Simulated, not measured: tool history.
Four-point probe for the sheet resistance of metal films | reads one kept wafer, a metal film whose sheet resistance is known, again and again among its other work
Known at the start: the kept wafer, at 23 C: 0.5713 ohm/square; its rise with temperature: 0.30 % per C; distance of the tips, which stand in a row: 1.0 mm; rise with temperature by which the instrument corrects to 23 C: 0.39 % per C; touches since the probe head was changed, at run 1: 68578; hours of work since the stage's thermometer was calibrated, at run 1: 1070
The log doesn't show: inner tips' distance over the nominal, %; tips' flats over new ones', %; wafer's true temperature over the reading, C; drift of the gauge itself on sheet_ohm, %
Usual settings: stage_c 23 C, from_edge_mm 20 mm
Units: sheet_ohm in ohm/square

| run | hour | stage_c | from_edge_mm | touches since the probe head was changed | hours of work since the stage's thermometer was calibrated | sheet_ohm |
|---|---|---|---|---|---|---|
| 1 | 0 | 23 | 20 | 68578 | 1070 | 0.571992 |
| 2 | 22.6 | 18 | 20 | 69647 | 1084 | 0.574433 |
| 3 | 56.5 | 23 | 20 | 71255 | 1105 | 0.572041 |
| 4 | 91.8 | 23 | 20 | 72928 | 1126 | 0.572131 |
| 5 | 127.9 | 23 | 20 | 74636 | 1149 | 0.57197 |
| 6 | 164.9 | 23 | 20 | 76392 | 1172 | 0.571987 |
| 7 | 212 | 23 | 20 | 78622 | 1201 | 0.571957 |
| 8 | 233.1 | 23 | 20 | 79622 | 1214 | 0.571721 |
| 9 | 271.2 | 23 | 20 | 81425 | 1238 | 0.571959 |
| 10 | 307.1 | 23 | 20 | 83125 | 1260 | 0.571496 |
| 11 | 346.6 | 23 | 20 | 84998 | 1285 | 0.571853 |
| 12 | 390.7 | 23 | 20 | 87089 | 1312 | 0.571731 |
| 13 | 433.8 | 23 | 20 | 89128 | 1339 | 0.571754 |
| 14 | 481.3 | 23 | 20 | 91381 | 1368 | 0.571626 |
| 15 | 516.1 | 28 | 20 | 93029 | 1390 | 0.569178 |
| 16 | 539.6 | 23 | 20 | 94141 | 1404 | 0.571521 |
| 17 | 582 | 30 | 20 | 96151 | 1431 | 0.568172 |
|  | 597.5 | stage's thermometer calibrated |
| 18 | 607.5 | 20 | 20 | 97333 | 6 | 0.573594 |
| 19 | 633.1 | 20 | 20 | 98548 | 22 | 0.573719 |
| 20 | 657.1 | 23 | 4 | 99684 | 37 | 0.590017 |
| 21 | 682.1 | 23 | 5 | 100867 | 52 | 0.583007 |
| 22 | 717.5 | 23 | 5 | 102547 | 74 | 0.583166 |
| 23 | 748.9 | 23 | 10 | 104035 | 94 | 0.574201 |
| 24 | 776.9 | 22 | 43 | 105362 | 111 | 0.57171 |
| 25 | 801 | 33 | 8 | 106501 | 126 | 0.571317 |
| 26 | 835.4 | 29 | 48 | 108131 | 148 | 0.568407 |
| 27 | 858.2 | 28 | 28 | 109211 | 162 | 0.569108 |
| 28 | 885.3 | 30 | 44 | 110496 | 179 | 0.568035 |
| 29 | 921.5 | 20 | 46 | 112211 | 201 | 0.572527 |
| 30 | 954.5 | 20 | 46 | 113775 | 222 | 0.572584 |
| 31 | 986.5 | 20 | 46 | 115288 | 241 | 0.572343 |
| 32 | 1011.1 | 20 | 4 | 116455 | 257 | 0.59085 |
| 33 | 1045 | 25 | 56 | 118060 | 278 | 0.569878 |
| 34 | 1094.1 | 30 | 4 | 120387 | 308 | 0.586046 |
| 35 | 1141.7 | 19 | 3 | 122642 | 338 | 0.604836 |
| 36 | 1185 | 19 | 8 | 124696 | 365 | 0.57757 |
| 37 | 1226.2 | 34 | 10 | 126647 | 390 | 0.568655 |
| 38 | 1255.5 | 34 | 10 | 128035 | 408 | 0.568487 |
| 39 | 1287.7 | 19 | 37 | 129558 | 428 | 0.572899 |
| 40 | 1329.3 | 19 | 60 | 131530 | 454 | 0.572507 |
| 41 | 1357.1 | 30 | 4 | 132846 | 471 | 0.585819 |
| 42 | 1400.9 | 30 | 4 | 134920 | 499 | 0.585798 |
| 43 | 1428.2 | 24 | 14 | 136217 | 516 | 0.571373 |
| 44 | 1454.9 | 20 | 5 | 137479 | 532 | 0.584092 |

3 ways to go on from here, each from the tool as it stands after run 44. What would each give?
| A | 1501 | 22 | 3 | 139667 | 561 | ? |
| B | 1501 | 20 | 72 | 139667 | 561 | ? |
| C | 1501 | 20 | 11 | 139667 | 561 | ? |

| run | sheet_ohm |
|---|---|
| A | 0.603026 |
| B | 0.572204 |
| C | 0.574374 |
Without the tool's hidden state the same runs would have given:
| run | sheet_ohm |
|---|---|
| A | 0.603988 |
| B | 0.573121 |
| C | 0.575295 |
